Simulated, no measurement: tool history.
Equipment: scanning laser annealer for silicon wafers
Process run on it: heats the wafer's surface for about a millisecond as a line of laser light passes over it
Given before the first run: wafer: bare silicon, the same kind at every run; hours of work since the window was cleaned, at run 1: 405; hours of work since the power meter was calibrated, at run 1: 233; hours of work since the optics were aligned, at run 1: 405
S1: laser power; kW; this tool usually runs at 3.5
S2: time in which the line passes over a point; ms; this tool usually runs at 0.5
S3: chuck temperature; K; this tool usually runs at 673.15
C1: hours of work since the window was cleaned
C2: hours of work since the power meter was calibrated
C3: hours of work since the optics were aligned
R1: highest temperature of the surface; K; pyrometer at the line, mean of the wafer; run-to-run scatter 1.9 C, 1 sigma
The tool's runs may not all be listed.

{"run": 1, "hour": 0.0, "S1": 3.5, "S2": 0.5, "S3": 673.15, "C1": 405, "C2": 233, "C3": 405, "R1": 1479.15}
{"run": 2, "hour": 30.4, "S1": 3.5, "S2": 0.5, "S3": 673.15, "C1": 418, "C2": 245, "C3": 418, "R1": 1477.15}
{"run": 3, "hour": 53.9, "S1": 3.5, "S2": 0.5, "S3": 673.15, "C1": 427, "C2": 255, "C3": 427, "R1": 1478.15}
{"run": 4, "hour": 81.3, "S1": 3.5, "S2": 0.5, "S3": 657.15, "C1": 439, "C2": 266, "C3": 439, "R1": 1458.15}
{"run": 5, "hour": 96.6, "S1": 3.5, "S2": 0.5, "S3": 673.15, "C1": 445, "C2": 272, "C3": 445, "R1": 1478.15}
{"run": 6, "hour": 113.4, "S1": 3.5, "S2": 0.5, "S3": 656.15, "C1": 452, "C2": 279, "C3": 452, "R1": 1457.15}
{"run": 7, "hour": 138.8, "S1": 3.5, "S2": 0.5, "S3": 656.15, "C1": 462, "C2": 289, "C3": 462, "R1": 1458.15}
{"run": 8, "hour": 159.8, "S1": 3.5, "S2": 0.477, "S3": 673.15, "C1": 471, "C2": 298, "C3": 471, "R1": 1458.15}
{"run": 9, "hour": 174.9, "S1": 3.5, "S2": 0.477, "S3": 673.15, "C1": 477, "C2": 304, "C3": 477, "R1": 1459.15}
{"run": 10, "hour": 195.1, "S1": 3.5, "S2": 0.5, "S3": 673.15, "C1": 485, "C2": 313, "C3": 485, "R1": 1473.15}
{"run": 11, "hour": 223.9, "S1": 3.5, "S2": 0.5, "S3": 673.15, "C1": 497, "C2": 324, "C3": 497, "R1": 1472.15}
{"run": 12, "hour": 248.7, "S1": 3.5, "S2": 0.5, "S3": 701.15, "C1": 507, "C2": 335, "C3": 507, "R1": 1499.15}
{"run": 13, "hour": 272.6, "S1": 3.5, "S2": 0.5, "S3": 673.15, "C1": 517, "C2": 344, "C3": 517, "R1": 1473.15}
{"run": 14, "hour": 303.0, "S1": 3.5, "S2": 0.5, "S3": 673.15, "C1": 529, "C2": 357, "C3": 529, "R1": 1471.15}
{"run": 15, "hour": 322.3, "S1": 3.5, "S2": 0.425, "S3": 673.15, "C1": 537, "C2": 365, "C3": 537, "R1": 1415.15}
{"run": 16, "hour": 338.7, "S1": 3.5, "S2": 0.425, "S3": 673.15, "C1": 544, "C2": 371, "C3": 544, "R1": 1417.15}
{"run": 17, "hour": 369.1, "S1": 3.5, "S2": 0.5, "S3": 673.15, "C1": 557, "C2": 384, "C3": 557, "R1": 1468.15}
{"run": 18, "hour": 397.5, "S1": 3.5, "S2": 0.5, "S3": 673.15, "C1": 568, "C2": 396, "C3": 568, "R1": 1469.15}
{"run": 19, "hour": 421.3, "S1": 3.5, "S2": 0.475, "S3": 696.15, "C1": 578, "C2": 405, "C3": 578, "R1": 1473.15}
{"run": 20, "hour": 450.9, "S1": 3.5, "S2": 0.475, "S3": 696.15, "C1": 590, "C2": 417, "C3": 590, "R1": 1472.15}
{"run": 21, "hour": 466.2, "S1": 3.5, "S2": 0.475, "S3": 696.15, "C1": 596, "C2": 424, "C3": 596, "R1": 1473.15}
{"run": 22, "hour": 489.6, "S1": 3.5, "S2": 0.475, "S3": 696.15, "C1": 606, "C2": 433, "C3": 606, "R1": 1472.15}
{"run": 23, "hour": 507.1, "S1": 3.5, "S2": 0.528, "S3": 702.15, "C1": 613, "C2": 440, "C3": 613, "R1": 1517.15}
{"run": 24, "hour": 537.6, "S1": 3.735, "S2": 0.5, "S3": 673.15, "C1": 626, "C2": 453, "C3": 626, "R1": 1523.15}
{"run": 25, "hour": 558.6, "S1": 3.172, "S2": 0.57, "S3": 655.15, "C1": 634, "C2": 462, "C3": 634, "R1": 1410.15}
{"run": 26, "hour": 577.3, "S1": 3.172, "S2": 0.57, "S3": 655.15, "C1": 642, "C2": 469, "C3": 642, "R1": 1413.15}
{"run": 27, "hour": 609.1, "S1": 3.092, "S2": 0.5, "S3": 666.15, "C1": 655, "C2": 482, "C3": 655, "R1": 1362.15}
{"run": 28, "hour": 628.4, "S1": 3.367, "S2": 0.5, "S3": 654.15, "C1": 663, "C2": 490, "C3": 663, "R1": 1414.15}
{"run": 29, "hour": 643.0, "S1": 3.338, "S2": 0.525, "S3": 654.15, "C1": 669, "C2": 496, "C3": 669, "R1": 1422.15}
{"run": 30, "hour": 658.3, "S1": 3.483, "S2": 0.473, "S3": 666.15, "C1": 675, "C2": 502, "C3": 675, "R1": 1433.15}
{"run": 31, "hour": 671.8, "S1": 3.5, "S2": 0.439, "S3": 697.15, "C1": 681, "C2": 508, "C3": 681, "R1": 1443.15}
{"run": 32, "hour": 689.0, "S1": 3.162, "S2": 0.528, "S3": 697.15, "C1": 688, "C2": 515, "C3": 688, "R1": 1424.15}
{"run": 33, "hour": 706.4, "S1": 3.08, "S2": 0.56, "S3": 666.15, "C1": 695, "C2": 522, "C3": 695, "R1": 1391.15}
{"run": 34, "hour": 721.9, "S1": 3.773, "S2": 0.494, "S3": 637.15, "C1": 701, "C2": 529, "C3": 701, "R1": 1488.15}
{"run": 35, "hour": 739.1, "S1": 3.229, "S2": 0.5, "S3": 673.15, "C1": 708, "C2": 536, "C3": 708, "R1": 1396.15}

Below, some changes in R1 between adjacent runs. For each, the amount present without the hidden state too (settings, incoming material, random variation) and the amount remaining for the hidden state with gauge scatter not shared by both compared results:
Hidden conditions of the tool in this case: light that passes the window, % of a clean one's; laser's true power over the reading, %; width of the line over the set one, %; drift of the gauge itself on peak_c, C.
Run 24 -> 25: S1 3.735 -> 3.172, S2 0.5 -> 0.57, S3 673.15 -> 655.15. R1 -113 K: hidden state +3, all else -116.
Run 27 -> 28: S1 3.092 -> 3.367, S3 666.15 -> 654.15. R1 +52 K: hidden state -4, all else +56.
Run 33 -> 34: S1 3.08 -> 3.773, S2 0.56 -> 0.494, S3 666.15 -> 637.15. R1 +97 K: hidden state -6, all else +103.
Run 34 -> 35: S1 3.773 -> 3.229, S2 0.494 -> 0.5, S3 637.15 -> 673.15. R1 -92 K: hidden state +5, all else -97.

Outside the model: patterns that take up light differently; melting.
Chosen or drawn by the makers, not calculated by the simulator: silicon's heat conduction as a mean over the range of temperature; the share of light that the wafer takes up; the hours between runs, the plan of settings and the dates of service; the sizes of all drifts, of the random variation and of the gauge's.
